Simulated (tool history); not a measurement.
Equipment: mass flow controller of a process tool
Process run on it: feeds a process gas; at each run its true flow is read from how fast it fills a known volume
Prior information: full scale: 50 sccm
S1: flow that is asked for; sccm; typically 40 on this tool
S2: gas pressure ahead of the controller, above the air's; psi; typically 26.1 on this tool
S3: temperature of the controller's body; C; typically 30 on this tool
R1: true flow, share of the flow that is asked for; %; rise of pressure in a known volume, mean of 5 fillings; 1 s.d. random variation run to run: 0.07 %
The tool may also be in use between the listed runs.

| run | day | S1 | S2 | S3 | R1 |
|---|---|---|---|---|---|
| 1 | 0 | 40 | 26.1 | 30 | 98.59 |
| 2 | 8.558 | 40 | 26.1 | 30 | 98.57 |
| 3 | 14.688 | 40 | 26.1 | 30 | 98.56 |
| 4 | 22.854 | 40 | 26.1 | 30 | 98.69 |
| 5 | 27.042 | 40 | 26.1 | 30 | 98.62 |
| 6 | 34.054 | 40 | 26.1 | 34 | 98.29 |
| 7 | 37.704 | 40 | 26.1 | 30 | 98.58 |
| 8 | 43.142 | 40 | 26.1 | 30 | 98.67 |
| 9 | 50.575 | 40 | 26.1 | 30 | 98.65 |
| 10 | 58.983 | 32 | 35.4 | 27 | 98.17 |
| 11 | 67.925 | 32 | 31.6 | 32 | 97.83 |
| 12 | 73.883 | 6 | 30.9 | 39 | 98.88 |
| 13 | 81.404 | 6 | 39.2 | 39 | 98.49 |
| 14 | 88.496 | 7 | 35.2 | 37 | 98.47 |
| 15 | 94.5 | 7 | 35.2 | 37 | 98.59 |
| 16 | 99.65 | 7 | 35.2 | 37 | 98.63 |
| 17 | 105.912 | 43 | 26.7 | 30 | 98.55 |

Below are 5 alternative next runs, each starting from the tool's condition after run 17. Predict each:
| A | 112.096 | 40 | 39.6 | 25 | ? |
| B | 112.096 | 18 | 26.1 | 30 | ? |
| C | 112.096 | 14 | 26.7 | 30 | ? |
| D | 112.096 | 7 | 26.7 | 25 | ? |
| E | 112.096 | 40 | 26.1 | 39 | ? |

| run | R1 |
|---|---|
| A | 98.24 |
| B | 98.06 |
| C | 98.25 |
| D | 100.37 |
| E | 97.66 |
What these runs would have given with no unlogged condition in the tool:
| run | R1 |
|---|---|
| A | 98.94 |
| B | 97.94 |
| C | 97.71 |
| D | 97.91 |
| E | 98.36 |
